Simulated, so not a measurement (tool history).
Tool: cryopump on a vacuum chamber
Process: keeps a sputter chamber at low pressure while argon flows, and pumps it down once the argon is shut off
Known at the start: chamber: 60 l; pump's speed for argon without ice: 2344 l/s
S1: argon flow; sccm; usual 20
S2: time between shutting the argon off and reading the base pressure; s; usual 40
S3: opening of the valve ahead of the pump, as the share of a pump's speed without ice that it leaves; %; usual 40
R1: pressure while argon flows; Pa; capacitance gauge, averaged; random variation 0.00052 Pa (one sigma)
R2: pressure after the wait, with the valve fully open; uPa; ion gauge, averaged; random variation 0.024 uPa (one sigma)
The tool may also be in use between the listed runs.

Run 1, day 0.000: usual settings. Result: R1 0.0385 Pa, R2 2.04 uPa.
Run 2, day 1.558: usual settings but S3 28 %. Result: R1 0.0532 Pa, R2 2.07 uPa.
Run 3, day 3.408: usual settings but S3 18 %. Result: R1 0.0820 Pa, R2 2.13 uPa.
Run 4, day 5.696: usual settings but S1 13 sccm. Result: R1 0.0258 Pa, R2 2.16 uPa.
Run 5, day 7.792: usual settings but S1 13 sccm, S2 29 s. Result: R1 0.0247 Pa, R2 2.50 uPa.
Run 6, day 9.717: usual settings but S1 13 sccm, S2 29 s. Result: R1 0.0250 Pa, R2 2.50 uPa.
At day 10.475: leaking fittings of the chamber tightened, without venting.
Run 7, day 11.908: usual settings but S3 55 %. Result: R1 0.0292 Pa, R2 0.96 uPa.
Run 8, day 14.567: usual settings but S3 55 %. Result: R1 0.0300 Pa, R2 1.03 uPa.
Run 9, day 16.808: usual settings but S3 55 %. Result: R1 0.0304 Pa, R2 1.05 uPa.
Run 10, day 18.125: usual settings. Result: R1 0.0395 Pa, R2 1.07 uPa.
Run 11, day 19.979: usual settings. Result: R1 0.0395 Pa, R2 1.11 uPa.
Run 12, day 21.712: usual settings but S3 38 %. Result: R1 0.0422 Pa, R2 1.13 uPa.
Run 13, day 23.667: usual settings but S2 32 s. Result: R1 0.0405 Pa, R2 1.34 uPa.
Run 14, day 24.946: usual settings but S2 32 s. Result: R1 0.0408 Pa, R2 1.38 uPa.
Run 15, day 26.104: usual settings but S2 34 s. Result: R1 0.0404 Pa, R2 1.32 uPa.
Run 16, day 27.917: usual settings but S2 34 s. Result: R1 0.0415 Pa, R2 1.31 uPa.
Run 17, day 29.946: usual settings but S2 34 s. Result: R1 0.0405 Pa, R2 1.42 uPa.
Run 18, day 31.717: usual settings but S1 35 sccm, S2 130 s. Result: R1 0.0732 Pa, R2 0.71 uPa.
Run 19, day 32.983: usual settings but S3 51 %. Result: R1 0.0338 Pa, R2 1.28 uPa.
Run 20, day 34.404: usual settings but S3 51 %. Result: R1 0.0336 Pa, R2 1.31 uPa.
Run 21, day 36.979: usual settings but S1 30 sccm, S2 141 s, S3 21 %. Result: R1 0.1117 Pa, R2 0.78 uPa.
At day 39.575: pump warmed up, emptied and cooled again.
Run 22, day 39.621: usual settings but S1 30 sccm, S2 141 s, S3 21 %. Result: R1 0.1046 Pa, R2 0.68 uPa.
Run 23, day 41.533: usual settings but S1 30 sccm, S2 141 s, S3 21 %. Result: R1 0.1033 Pa, R2 0.68 uPa.
Run 24, day 43.750: usual settings but S1 30 sccm, S2 141 s, S3 21 %. Result: R1 0.1040 Pa, R2 0.68 uPa.
Run 25, day 45.767: usual settings but S1 30 sccm, S2 141 s, S3 21 %. Result: R1 0.1048 Pa, R2 0.72 uPa.
Run 26, day 47.233: usual settings but S2 31 s. Result: R1 0.0366 Pa, R2 1.55 uPa.
Run 27, day 48.517: usual settings but S1 39 sccm, S2 31 s, S3 30 %. Result: R1 0.0962 Pa, R2 1.58 uPa.
Run 28, day 50.733: usual settings but S1 39 sccm, S2 31 s, S3 30 %. Result: R1 0.0957 Pa, R2 1.57 uPa.
Run 29, day 53.533: usual settings but S1 23 sccm, S2 31 s, S3 33 %. Result: R1 0.0520 Pa, R2 1.65 uPa.
Run 30, day 55.417: usual settings but S1 22 sccm, S2 82 s. Result: R1 0.0414 Pa, R2 1.03 uPa.
Run 31, day 57.550: usual settings but S1 21 sccm, S2 65 s, S3 29 %. Result: R1 0.0543 Pa, R2 1.18 uPa.
Run 32, day 60.117: usual settings but S1 22 sccm, S2 193 s, S3 41 %. Result: R1 0.0411 Pa, R2 0.89 uPa.
Run 33, day 61.975: usual settings but S1 22 sccm, S2 193 s, S3 41 %. Result: R1 0.0406 Pa, R2 0.92 uPa.

3 ways to go on from here, each from the tool as it stands after run 33. What would each give?
Run A, day 64.829: usual settings but S1 22 sccm, S2 103 s, S3 51 %. Result: R1 ?, R2 ?.
Run B, day 64.829: usual settings but S1 22 sccm, S2 32 s, S3 20 %. Result: R1 ?, R2 ?.
Run C, day 64.829: usual settings but S1 11 sccm, S3 18 %. Result: R1 ?, R2 ?.

run      R1    R2
  A  0.0334  1.05
  B  0.0820  1.85
  C  0.0454  1.58
Without the tool's hidden state the same runs would have given:
run      R1    R2
  A  0.0312  0.41
  B  0.0798  1.19
  C  0.0443  0.93
